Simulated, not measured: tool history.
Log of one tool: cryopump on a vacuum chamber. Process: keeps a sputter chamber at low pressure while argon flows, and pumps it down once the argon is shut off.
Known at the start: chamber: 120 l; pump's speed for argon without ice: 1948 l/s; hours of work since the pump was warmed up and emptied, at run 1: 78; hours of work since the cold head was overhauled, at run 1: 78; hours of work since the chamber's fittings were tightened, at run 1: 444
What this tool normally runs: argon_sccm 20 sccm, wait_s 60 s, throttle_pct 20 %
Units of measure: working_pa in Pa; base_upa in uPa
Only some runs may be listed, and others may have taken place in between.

run	hour	argon_sccm	wait_s	throttle_pct	hours of work since the pump was warmed up and emptied	hours of work since the cold head was overhauled	hours of work since the chamber's fittings were tightened	working_pa	base_upa
1	0	20	60	20	78	78	444	0.086	0.95
2	12.3	20	60	20	83	83	450	0.0871	0.92
3	19.5	20	60	20	86	86	453	0.087	0.98
4	30.3	9	60	20	90	90	457	0.04	0.95
5	37.7	29	60	20	94	94	460	0.1271	0.96
6	47	20	60	20	97	97	464	0.0873	1.03
7	62.3	20	60	20	104	104	471	0.0873	0.92
8	68.7	20	163	20	107	107	473	0.0871	0.6
9	80.7	20	163	20	112	112	478	0.0874	0.67
10	87.5	20	163	20	114	114	481	0.0883	0.61
11	98.1	20	163	20	119	119	486	0.0875	0.6
12	112	20	163	20	125	125	492	0.0881	0.64
13	124.6	20	120	20	130	130	497	0.0868	0.74
14	132.7	20	120	20	133	133	500	0.088	0.7
15	141	25	60	20	137	137	504	0.1101	0.99
16	152.4	25	60	20	142	142	509	0.1094	1.02
17	165.6	25	60	20	147	147	514	0.1101	1.01
18	179.7	18	56	21	153	153	520	0.0762	1.04
19	187	27	84	37	156	156	523	0.0653	0.85
20	197.5	11	265	20	161	161	527	0.0477	0.6
21	210.2	11	265	20	166	166	533	0.0478	0.62
22	225.9	19	126	20	173	173	539	0.0839	0.75
23	236.3	19	126	20	177	177	544	0.0842	0.75
24	244.9	19	126	20	181	181	547	0.0839	0.78
25	254.5	19	126	20	185	185	551	0.0836	0.71
26	269.3	19	126	20	191	191	558	0.0841	0.74
27	284	25	60	21	197	197	564	0.1056	1.04
28	293.4	9	60	19	201	201	568	0.0415	1.03
29	302.4	15	111	19	205	205	572	0.0687	0.78
30	313.8	28	276	22	210	210	576	0.1128	0.62
31	326.5	28	276	15	215	215	582	0.1627	0.65
32	337.2	18	276	15	219	219	586	0.1056	0.62
33	343.9	20	65	20	222	222	589	0.0881	1.07
34	353	31	236	17	226	226	593	0.1604	0.68

Below are 4 alternative next runs, each starting from the tool's condition after run 34. Predict each:
A	361.4	22	30	20	230	230	596	?	?
B	361.4	17	216	17	230	230	596	?	?
C	361.4	20	204	30	230	230	596	?	?
D	361.4	31	147	34	230	230	596	?	?

run	working_pa	base_upa
A	0.0977	1.61
B	0.089	0.67
C	0.0586	0.68
D	0.0814	0.72
With the hidden condition removed and each run's random variation left untouched, the same runs would have given:
run	working_pa	base_upa
A	0.0962	1.23
B	0.0878	0.29
C	0.0572	0.31
D	0.0793	0.35
